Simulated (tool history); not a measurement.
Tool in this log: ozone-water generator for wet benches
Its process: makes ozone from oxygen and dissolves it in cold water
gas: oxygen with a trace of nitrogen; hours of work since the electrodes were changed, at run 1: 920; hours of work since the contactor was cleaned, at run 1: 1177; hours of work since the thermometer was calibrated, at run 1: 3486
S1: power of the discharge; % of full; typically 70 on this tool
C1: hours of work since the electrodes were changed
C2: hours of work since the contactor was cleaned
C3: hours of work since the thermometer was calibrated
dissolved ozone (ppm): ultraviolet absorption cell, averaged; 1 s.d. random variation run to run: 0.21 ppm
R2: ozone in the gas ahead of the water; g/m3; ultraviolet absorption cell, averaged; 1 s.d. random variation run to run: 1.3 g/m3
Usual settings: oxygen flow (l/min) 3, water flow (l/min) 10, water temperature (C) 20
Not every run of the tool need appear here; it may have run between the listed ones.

Run 1, hour 0: usual settings; C1 920; C2 1177; C3 3486. Result: dissolved ozone (ppm) 29.4, R2 231.4 g/m3.
Run 2, hour 136.8: usual settings; C1 1033; C2 1290; C3 3599. Result: dissolved ozone (ppm) 29.3, R2 232.6 g/m3.
Run 3, hour 260.3: usual settings but S1 68 % of full; C1 1135; C2 1392; C3 3701. Result: dissolved ozone (ppm) 28.6, R2 227.6 g/m3.
Run 4, hour 440.9: usual settings but S1 68 % of full; C1 1283; C2 1540; C3 3849. Result: dissolved ozone (ppm) 29, R2 227.5 g/m3.
Run 5, hour 538.5: usual settings but S1 68 % of full; C1 1364; C2 1621; C3 3930. Result: dissolved ozone (ppm) 28.7, R2 225.2 g/m3.
Run 6, hour 636.7: usual settings but S1 68 % of full; C1 1445; C2 1701; C3 4010. Result: dissolved ozone (ppm) 28.4, R2 226.7 g/m3.
Run 7, hour 792.9: usual settings but S1 68 % of full; C1 1573; C2 1830; C3 4139. Result: dissolved ozone (ppm) 28.5, R2 226.8 g/m3.
Run 8, hour 944.9: usual settings; C1 1698; C2 1955; C3 4264. Result: dissolved ozone (ppm) 28.7, R2 226.7 g/m3.
Run 9, hour 1135.4: usual settings; C1 1855; C2 2112; C3 4421. Result: dissolved ozone (ppm) 28.3, R2 228.1 g/m3.
Run 10, hour 1262.7: usual settings; C1 1960; C2 2217; C3 4526. Result: dissolved ozone (ppm) 28.2, R2 226 g/m3.
At hour 1371.1: contactor cleaned.
At hour 1371.6: water thermometer calibrated.
Run 11, hour 1377.1: usual settings but water flow (l/min) 8; C1 2051; C2 5; C3 5. Result: dissolved ozone (ppm) 34.3, R2 225.9 g/m3.
Run 12, hour 1495.5: usual settings but water flow (l/min) 8; C1 2148; C2 102; C3 102. Result: dissolved ozone (ppm) 33.6, R2 225.2 g/m3.
Run 13, hour 1603.3: usual settings but S1 72 % of full; C1 2237; C2 191; C3 191. Result: dissolved ozone (ppm) 29.5, R2 225.6 g/m3.
Run 14, hour 1803.2: usual settings but water flow (l/min) 6; C1 2402; C2 355; C3 355. Result: dissolved ozone (ppm) 39.3, R2 224.1 g/m3.
Run 15, hour 1926.3: usual settings but S1 66 % of full, oxygen flow (l/min) 2.38, water flow (l/min) 9, water temperature (C) 23; C1 2503; C2 457; C3 457. Result: dissolved ozone (ppm) 29, R2 245.9 g/m3.
Run 16, hour 2046.6: usual settings but S1 47 % of full, oxygen flow (l/min) 2.84, water flow (l/min) 8, water temperature (C) 23; C1 2602; C2 556; C3 556. Result: dissolved ozone (ppm) 25, R2 181.7 g/m3.
Run 17, hour 2222.4: usual settings but water flow (l/min) 14, water temperature (C) 14; C1 2747; C2 701; C3 701. Result: dissolved ozone (ppm) 23.3, R2 218.5 g/m3.
Run 18, hour 2378.2: usual settings but S1 97 % of full, oxygen flow (l/min) 2, water temperature (C) 24; C1 2875; C2 829; C3 829. Result: dissolved ozone (ppm) 32.5, R2 339.9 g/m3.
Run 19, hour 2570.2: usual settings but S1 97 % of full, oxygen flow (l/min) 2, water temperature (C) 24; C1 3033; C2 987; C3 987. Result: dissolved ozone (ppm) 32.3, R2 332.4 g/m3.
Run 20, hour 2793.9: usual settings but S1 66 % of full, oxygen flow (l/min) 1.97, water temperature (C) 14; C1 3217; C2 1171; C3 1171. Result: dissolved ozone (ppm) 29, R2 269 g/m3.
Run 21, hour 2901: usual settings but S1 66 % of full, oxygen flow (l/min) 2.33, water temperature (C) 14; C1 3306; C2 1259; C3 1259. Result: dissolved ozone (ppm) 29.3, R2 242.6 g/m3.
Run 22, hour 3102.4: usual settings but S1 59 % of full, oxygen flow (l/min) 3.06; C1 3471; C2 1425; C3 1425. Result: dissolved ozone (ppm) 25.2, R2 195.2 g/m3.

Results per run with the tool's hidden condition removed, run-to-run variation unchanged:
Hidden state present: yield of the discharge, % of new electrodes'; contactor's efficiency, % of a clean one's; true water temperature over the reading, C; drift of the gauge itself on ozone_ppm, %; drift of the gauge itself on gas_g_m3, %.
run  dissolved ozone (ppm)     R2
  1                   30.7  235.8
  2                   30.7  237.7
  3                   30.1    233
  4                   30.6  233.7
  5                   30.4  231.8
  6                   30.2  233.9
  7                   30.5  234.8
  8                   30.9  235.6
  9                   30.6    238
 10                   30.6  236.4
 11                     36  236.9
 12                   35.4  236.7
 13                   31.2  237.9
 14                   41.7  237.1
 15                   30.9  260.2
 16                   26.4  190.4
 17                   25.2  233.2
 18                   35.7  368.9
 19                   35.8  362.6
 20                   31.8  289.7
 21                   32.2  261.9
 22                   27.7  210.3

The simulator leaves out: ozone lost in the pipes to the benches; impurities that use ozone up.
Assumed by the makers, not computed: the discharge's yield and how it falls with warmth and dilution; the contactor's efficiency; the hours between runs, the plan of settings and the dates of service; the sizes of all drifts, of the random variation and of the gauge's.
